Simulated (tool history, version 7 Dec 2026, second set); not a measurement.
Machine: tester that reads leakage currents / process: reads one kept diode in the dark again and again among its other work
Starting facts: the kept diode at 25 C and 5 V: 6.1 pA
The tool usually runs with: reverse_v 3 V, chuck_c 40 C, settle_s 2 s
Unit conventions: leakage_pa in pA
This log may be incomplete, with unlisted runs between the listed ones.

run 1 day=0 | reverse_v=3 chuck_c=40 settle_s=2 | leakage_pa=20.65
run 2 day=6.554 | reverse_v=3 chuck_c=40 settle_s=2 | leakage_pa=21.16
-- day=9.65 probe card cleaned and baked
run 3 day=12.329 | reverse_v=3 chuck_c=40 settle_s=2 | leakage_pa=15.65
run 4 day=16.533 | reverse_v=3 chuck_c=56 settle_s=2 | leakage_pa=46.55
run 5 day=24.554 | reverse_v=3 chuck_c=56 settle_s=2 | leakage_pa=47.34
run 6 day=32.683 | reverse_v=3 chuck_c=56 settle_s=2 | leakage_pa=47.93
run 7 day=40.675 | reverse_v=3 chuck_c=56 settle_s=2 | leakage_pa=48.78
-- day=45.275 chuck's temperature calibrated
run 8 day=47.779 | reverse_v=3 chuck_c=56 settle_s=2 | leakage_pa=45.93
run 9 day=53.779 | reverse_v=3 chuck_c=40 settle_s=2 | leakage_pa=16.46
run 10 day=58.121 | reverse_v=3 chuck_c=40 settle_s=3.13 | leakage_pa=16.38
run 11 day=62.625 | reverse_v=3 chuck_c=40 settle_s=3.13 | leakage_pa=16.6
run 12 day=71.1 | reverse_v=3 chuck_c=40 settle_s=3.13 | leakage_pa=16.86
run 13 day=77.392 | reverse_v=3 chuck_c=40 settle_s=3.13 | leakage_pa=17.26
run 14 day=82.646 | reverse_v=3 chuck_c=40 settle_s=3.13 | leakage_pa=17.57
run 15 day=90.312 | reverse_v=3 chuck_c=34 settle_s=2 | leakage_pa=12.49
run 16 day=98.6 | reverse_v=3 chuck_c=34 settle_s=2 | leakage_pa=12.87
run 17 day=102.358 | reverse_v=3 chuck_c=34 settle_s=2 | leakage_pa=12.99
run 18 day=107.529 | reverse_v=3 chuck_c=34 settle_s=2 | leakage_pa=13.09
-- day=108.112 chuck's temperature calibrated
-- day=113.467 tester calibrated
run 19 day=116.688 | reverse_v=3 chuck_c=34 settle_s=2 | leakage_pa=12.86
run 20 day=121.3 | reverse_v=3 chuck_c=34 settle_s=2 | leakage_pa=13.03
run 21 day=130.088 | reverse_v=2.77 chuck_c=34 settle_s=2 | leakage_pa=12.6

Run 22 comes next. What will it give?
run 22 day=136.467 | reverse_v=2.77 chuck_c=34 settle_s=2 | leakage_pa=?

Logged for run 22: leakage_pa 12.86 pA.
Minus the tool's unlogged condition, the same run would have read leakage_pa 9.31 pA.
